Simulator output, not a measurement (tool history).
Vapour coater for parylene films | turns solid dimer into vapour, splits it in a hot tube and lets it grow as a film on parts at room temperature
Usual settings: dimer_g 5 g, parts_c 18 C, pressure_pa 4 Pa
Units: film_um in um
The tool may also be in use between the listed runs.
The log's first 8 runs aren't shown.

Run 9, hour 110.7: usual settings. Result: film_um 0.76 um.
Run 10, hour 122.2: usual settings. Result: film_um 0.763 um.
Run 11, hour 130.1: usual settings. Result: film_um 0.761 um.
Run 12, hour 146.2: usual settings. Result: film_um 0.765 um.
Run 13, hour 157.5: usual settings but parts_c 19 C. Result: film_um 0.734 um.
Run 14, hour 169.5: usual settings but parts_c 19 C. Result: film_um 0.734 um.
Run 15, hour 178.2: usual settings but dimer_g 6 g. Result: film_um 0.917 um.
Run 16, hour 189.5: usual settings but dimer_g 6 g. Result: film_um 0.916 um.
Run 17, hour 208.3: usual settings but dimer_g 3 g, parts_c 13 C. Result: film_um 0.542 um.
Run 18, hour 225.6: usual settings but pressure_pa 10.53 Pa. Result: film_um 0.687 um.
At hour 231: trap's valve overhauled.
Run 19, hour 238.5: usual settings but pressure_pa 9.45 Pa. Result: film_um 0.658 um.
Run 20, hour 248.4: usual settings but parts_c 12 C, pressure_pa 9.45 Pa. Result: film_um 0.83 um.
Run 21, hour 264.1: usual settings but dimer_g 2 g, parts_c 12 C, pressure_pa 7.6 Pa. Result: film_um 0.35 um.
At hour 272.9: trap's valve overhauled, once more.
Run 22, hour 286.7: usual settings but dimer_g 8 g, parts_c 12 C, pressure_pa 7.6 Pa. Result: film_um 1.514 um.
Run 23, hour 299.1: usual settings but dimer_g 8 g, parts_c 12 C, pressure_pa 7.6 Pa. Result: film_um 1.51 um.
Run 24, hour 311.7: usual settings but dimer_g 7 g, parts_c 21 C, pressure_pa 4.21 Pa. Result: film_um 1.004 um.
Run 25, hour 326.1: usual settings but parts_c 21 C, pressure_pa 5.49 Pa. Result: film_um 0.7 um.
Run 26, hour 343.9: usual settings but dimer_g 2 g, parts_c 13 C. Result: film_um 0.394 um.
Run 27, hour 360.2: usual settings but parts_c 17 C. Result: film_um 0.837 um.
Run 28, hour 371.4: usual settings but parts_c 29 C. Result: film_um 0.523 um.
Run 29, hour 380.5: usual settings but dimer_g 2 g, parts_c 11 C, pressure_pa 3.2 Pa. Result: film_um 0.424 um.
Run 30, hour 389.7: usual settings but dimer_g 7 g, parts_c 20 C, pressure_pa 2.91 Pa. Result: film_um 1.083 um.
Run 31, hour 401.3: usual settings but dimer_g 7 g, parts_c 20 C, pressure_pa 2.91 Pa. Result: film_um 1.071 um.

4 ways to go on from here, each from the tool as it stands after run 31. What would each give?
Run A, hour 412: usual settings but parts_c 29 C. Result: film_um ?.
Run B, hour 412: usual settings but dimer_g 7 g, parts_c 24 C. Result: film_um ?.
Run C, hour 412: usual settings but dimer_g 7 g, parts_c 12 C, pressure_pa 2.04 Pa. Result: film_um ?.
Run D, hour 412: usual settings but dimer_g 7 g, parts_c 20 C, pressure_pa 9.69 Pa. Result: film_um ?.

run  film_um
  A    0.542
  B    0.899
  C    1.514
  D    0.947
Without the tool's hidden state the same runs would have given:
run  film_um
  A    0.548
  B    0.909
  C    1.532
  D    0.959

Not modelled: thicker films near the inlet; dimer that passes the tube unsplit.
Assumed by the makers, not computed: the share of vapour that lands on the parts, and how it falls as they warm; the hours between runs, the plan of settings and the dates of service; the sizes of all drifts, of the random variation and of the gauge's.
